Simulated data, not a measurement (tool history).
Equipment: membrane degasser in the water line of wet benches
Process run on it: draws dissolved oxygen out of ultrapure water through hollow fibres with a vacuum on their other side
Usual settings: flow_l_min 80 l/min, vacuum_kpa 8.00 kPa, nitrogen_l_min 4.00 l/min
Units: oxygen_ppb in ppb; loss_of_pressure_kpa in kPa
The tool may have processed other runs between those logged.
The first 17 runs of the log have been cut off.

run     day  flow_l_min  vacuum_kpa  nitrogen_l_min  hours since the membrane was changed  hours since the vacuum gauge was calibrated  hours since the vacuum lines were made tight  oxygen_ppb  loss_of_pressure_kpa
 18  32.471          49        9.53            5.65                                  2617                                         2548                                          1750       130.6                 16.17
 19  35.046         101        7.53            1.60                                  2679                                         2610                                          1812       480.5                 32.69
 20  36.279          98        6.14            6.48                                  2709                                         2639                                          1842       114.4                 32.12
 21  38.762          66        8.00            4.00                                  2768                                         2699                                          1901       179.9                 21.46
     38.900  -- vacuum gauge calibrated
 22  40.438          66       12.72            3.59                                  2808                                           37                                          1941       387.2                 21.55
 23  41.962          66        5.45            4.38                                  2844                                           74                                          1978        85.3                 21.65
 24  43.738          66        5.45            4.38                                  2887                                          116                                          2020        85.4                 21.29
 25  46.133          66        5.45            4.38                                  2945                                          174                                          2078        85.6                 21.53
     47.296  -- vacuum gauge calibrated, once more
 26  47.675          66        5.45            4.38                                  2981                                            9                                          2114        79.2                 21.33
 27  49.862          80        9.01            3.43                                  3034                                           62                                          2167       290.6                 26.16
 28  51.200          94       13.70            4.00                                  3066                                           94                                          2199       519.5                 30.47
 29  53.242         105       13.70            2.95                                  3115                                          143                                          2248       729.1                 34.12
 30  55.208          80       10.67            9.61                                  3162                                          190                                          2295       147.3                 26.03
 31  57.504          80        5.91            2.69                                  3217                                          245                                          2350       175.5                 26.15

What if the next run were any one of these 4? Each begins from the tool's condition after run 31:
  A  59.804         116        4.91            7.48                                  3272                                          300                                          2405           ?                     ?
  B  59.804          80        5.91            5.69                                  3272                                          300                                          2405           ?                     ?
  C  59.804         119        8.00            4.00                                  3272                                          300                                          2405           ?                     ?
  D  59.804          67        8.00            4.00                                  3272                                          300                                          2405           ?                     ?

run  oxygen_ppb  loss_of_pressure_kpa
  A        77.5                 37.96
  B        93.0                 26.32
  C       313.9                 39.06
  D       181.6                 22.04
Without the tool's unlogged condition, the same runs would have read:
run  oxygen_ppb  loss_of_pressure_kpa
  A        74.9                 37.42
  B        91.5                 25.95
  C       310.5                 38.51
  D       180.0                 21.73

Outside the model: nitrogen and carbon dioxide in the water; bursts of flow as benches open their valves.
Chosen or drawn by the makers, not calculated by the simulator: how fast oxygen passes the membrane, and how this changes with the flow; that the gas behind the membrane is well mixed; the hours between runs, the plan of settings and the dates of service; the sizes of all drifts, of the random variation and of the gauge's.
